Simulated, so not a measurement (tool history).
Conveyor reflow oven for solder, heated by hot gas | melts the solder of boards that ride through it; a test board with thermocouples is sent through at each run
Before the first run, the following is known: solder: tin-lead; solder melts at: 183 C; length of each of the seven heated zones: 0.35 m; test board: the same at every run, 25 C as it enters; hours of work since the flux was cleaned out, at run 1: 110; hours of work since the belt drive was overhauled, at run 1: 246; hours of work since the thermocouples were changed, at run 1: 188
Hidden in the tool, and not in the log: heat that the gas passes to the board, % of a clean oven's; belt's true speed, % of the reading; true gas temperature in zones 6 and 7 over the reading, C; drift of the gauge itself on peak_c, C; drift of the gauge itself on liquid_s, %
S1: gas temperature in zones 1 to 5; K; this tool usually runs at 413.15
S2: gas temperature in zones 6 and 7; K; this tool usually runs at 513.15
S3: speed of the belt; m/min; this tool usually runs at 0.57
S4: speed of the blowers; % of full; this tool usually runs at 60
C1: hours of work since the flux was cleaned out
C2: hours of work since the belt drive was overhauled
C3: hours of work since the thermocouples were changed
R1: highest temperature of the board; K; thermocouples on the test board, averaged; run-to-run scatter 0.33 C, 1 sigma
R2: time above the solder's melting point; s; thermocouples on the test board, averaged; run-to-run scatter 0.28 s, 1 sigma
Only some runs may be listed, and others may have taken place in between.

run,day,S1,S2,S3,S4,C1,C2,C3,R1,R2
1,0,413.15,513.15,0.57,60,110,246,188,494.35,58.8
2,0.629,413.15,513.15,0.57,60,118,254,196,494.55,58.5
3,1.629,413.15,513.15,0.57,60,131,267,209,494.55,58.3
4,2.312,413.15,513.15,0.501,60,140,276,218,498.65,70.4
5,2.954,413.15,513.15,0.501,60,149,284,227,498.95,69.9
6,3.75,413.15,513.15,0.501,57,159,295,237,497.95,69.2
7,4.583,413.15,513.15,0.57,62,170,306,248,494.55,58.3
8,5.354,406.15,502.15,0.55,77,180,316,258,487.05,53.6
9,6.246,406.15,516.15,0.546,77,192,327,269,499.95,62.7
10,6.846,407.15,508.15,0.652,63,199,335,277,483.85,40.8
11,7.65,416.15,515.15,0.57,60,210,346,288,496.05,60.5
12,8.288,423.15,527.15,0.57,72,218,354,296,510.05,70.9
13,9.042,423.15,527.15,0.57,72,228,364,306,510.05,71.2
14,9.783,413.15,510.15,0.57,60,238,373,315,490.65,56.6

Each row is a separate what-if for the run after 14, all from the same tool condition, not one after another. Results?
A,10.467,401.15,505.15,0.57,80,247,382,324,?,?
B,10.467,412.15,513.15,0.57,53,247,382,324,?,?
C,10.467,413.15,513.15,0.671,60,247,382,324,?,?
D,10.467,413.15,513.15,0.57,62,247,382,324,?,?
E,10.467,413.15,513.15,0.496,60,247,382,324,?,?

run,R1,R2
A,487.85,50.3
B,492.25,56.3
C,486.65,43.5
D,493.25,58.3
E,497.35,70.8
Stripped of hidden state, with their random variation kept, the same runs would have yielded:
run,R1,R2
A,489.45,51.8
B,493.55,57.2
C,488.45,44.9
D,494.55,59.1
E,498.25,71.1
